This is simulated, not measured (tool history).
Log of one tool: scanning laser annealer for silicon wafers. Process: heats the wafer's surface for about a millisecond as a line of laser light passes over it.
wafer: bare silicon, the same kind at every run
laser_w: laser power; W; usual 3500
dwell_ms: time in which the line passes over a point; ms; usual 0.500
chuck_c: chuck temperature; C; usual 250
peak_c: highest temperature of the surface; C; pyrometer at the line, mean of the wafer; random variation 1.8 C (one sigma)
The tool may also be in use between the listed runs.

run 1 day=0.000 | laser_w=3500 dwell_ms=0.500 chuck_c=250 | peak_c=987
run 2 day=0.471 | laser_w=3500 dwell_ms=0.500 chuck_c=250 | peak_c=988
run 3 day=1.200 | laser_w=3500 dwell_ms=0.500 chuck_c=250 | peak_c=989
run 4 day=1.829 | laser_w=3500 dwell_ms=0.500 chuck_c=250 | peak_c=982
run 5 day=2.425 | laser_w=3500 dwell_ms=0.500 chuck_c=250 | peak_c=985
run 6 day=2.862 | laser_w=3500 dwell_ms=0.500 chuck_c=250 | peak_c=985
run 7 day=3.554 | laser_w=3500 dwell_ms=0.500 chuck_c=250 | peak_c=986
run 8 day=4.267 | laser_w=3500 dwell_ms=0.500 chuck_c=250 | peak_c=985
run 9 day=4.654 | laser_w=3184 dwell_ms=0.362 chuck_c=250 | peak_c=806
run 10 day=5.054 | laser_w=3700 dwell_ms=0.400 chuck_c=224 | peak_c=911
run 11 day=5.708 | laser_w=3042 dwell_ms=0.525 chuck_c=257 | peak_c=913
run 12 day=6.242 | laser_w=3545 dwell_ms=0.525 chuck_c=257 | peak_c=1024
run 13 day=6.921 | laser_w=3545 dwell_ms=0.366 chuck_c=284 | peak_c=911
run 14 day=7.629 | laser_w=2976 dwell_ms=0.500 chuck_c=229 | peak_c=851
run 15 day=8.179 | laser_w=3500 dwell_ms=0.404 chuck_c=246 | peak_c=901
run 16 day=8.967 | laser_w=3500 dwell_ms=0.404 chuck_c=246 | peak_c=900

5 ways to go on from here, each from the tool as it stands after run 16. What would each give?
run A day=9.329 | laser_w=3721 dwell_ms=0.598 chuck_c=240 | peak_c=?
run B day=9.329 | laser_w=3725 dwell_ms=0.367 chuck_c=275 | peak_c=?
run C day=9.329 | laser_w=2990 dwell_ms=0.404 chuck_c=246 | peak_c=?
run D day=9.329 | laser_w=3500 dwell_ms=0.592 chuck_c=246 | peak_c=?
run E day=9.329 | laser_w=3500 dwell_ms=0.404 chuck_c=241 | peak_c=?

run=A peak_c=1105
run=B peak_c=938
run=C peak_c=806
run=D peak_c=1054
run=E peak_c=891
Without the tool's hidden state the same runs would have given:
run=A peak_c=1106
run=B peak_c=939
run=C peak_c=806
run=D peak_c=1055
run=E peak_c=892
